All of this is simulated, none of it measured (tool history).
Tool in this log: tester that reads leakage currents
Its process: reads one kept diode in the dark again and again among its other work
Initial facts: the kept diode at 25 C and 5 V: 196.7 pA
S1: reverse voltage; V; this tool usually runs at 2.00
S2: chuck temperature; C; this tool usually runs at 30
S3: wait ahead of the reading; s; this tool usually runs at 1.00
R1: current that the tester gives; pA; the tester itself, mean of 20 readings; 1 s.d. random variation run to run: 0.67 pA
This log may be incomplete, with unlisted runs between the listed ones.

Run 1, hour 0.0: usual settings. Result: R1 249.16 pA.
Run 2, hour 105.0: usual settings. Result: R1 249.55 pA.
Run 3, hour 259.8: usual settings but S3 1.19 s. Result: R1 250.23 pA.
Run 4, hour 392.5: usual settings but S3 1.19 s. Result: R1 251.62 pA.
Run 5, hour 547.5: usual settings but S3 1.19 s. Result: R1 252.28 pA.
Run 6, hour 639.9: usual settings but S3 1.19 s. Result: R1 251.34 pA.
Run 7, hour 713.2: usual settings but S1 1.40 V. Result: R1 227.97 pA.
Run 8, hour 825.3: usual settings but S1 1.40 V. Result: R1 226.97 pA.
Run 9, hour 919.1: usual settings but S1 1.40 V. Result: R1 229.15 pA.
Run 10, hour 996.4: usual settings but S1 1.40 V. Result: R1 230.19 pA.
Run 11, hour 1065.3: usual settings but S1 1.40 V. Result: R1 231.06 pA.
Run 12, hour 1199.9: usual settings but S3 3.57 s. Result: R1 258.52 pA.
At hour 1296.0: chuck's temperature calibrated.
Run 13, hour 1334.7: usual settings. Result: R1 229.80 pA.
Run 14, hour 1426.1: usual settings but S1 7.36 V. Result: R1 349.26 pA.
Run 15, hour 1565.0: usual settings but S3 0.86 s. Result: R1 229.57 pA.
Run 16, hour 1722.7: usual settings but S3 0.86 s. Result: R1 233.20 pA.
Run 17, hour 1841.3: usual settings but S3 0.86 s. Result: R1 233.32 pA.
Run 18, hour 1927.5: usual settings. Result: R1 234.81 pA.
Run 19, hour 2024.3: usual settings. Result: R1 235.76 pA.
Run 20, hour 2111.7: usual settings. Result: R1 237.01 pA.
Run 21, hour 2209.6: usual settings. Result: R1 237.02 pA.
Run 22, hour 2285.6: usual settings but S1 2.64 V, S2 52 C, S3 6.82 s. Result: R1 1292.29 pA.
At hour 2337.9: probe card cleaned and baked.
Run 23, hour 2386.1: usual settings but S1 13.52 V, S2 27 C, S3 0.97 s. Result: R1 332.35 pA.
Run 24, hour 2548.5: usual settings but S1 1.35 V, S2 36 C. Result: R1 333.54 pA.
Run 25, hour 2651.6: usual settings but S1 1.35 V, S2 36 C. Result: R1 333.33 pA.
Run 26, hour 2796.3: usual settings but S1 1.35 V, S2 36 C. Result: R1 335.03 pA.
Run 27, hour 2955.0: usual settings but S1 5.53 V, S2 33 C, S3 4.09 s. Result: R1 413.64 pA.
Run 28, hour 3111.1: usual settings but S1 5.53 V, S2 33 C, S3 4.09 s. Result: R1 414.04 pA.
Run 29, hour 3269.6: usual settings but S2 29 C, S3 9.49 s. Result: R1 222.86 pA.
Run 30, hour 3360.0: usual settings but S1 16.36 V, S2 54 C. Result: R1 2684.28 pA.

Run 31, settings as shown, results not yet in. Your forecast:
Run 31, hour 3454.2: usual settings but S1 3.78 V, S2 21 C, S3 0.74 s. Result: R1 ?.

{"run 31": {"R1": 144.91}}
On a tool with no hidden condition, and with the same random variation, this run would have come out at R1 130.88 pA.
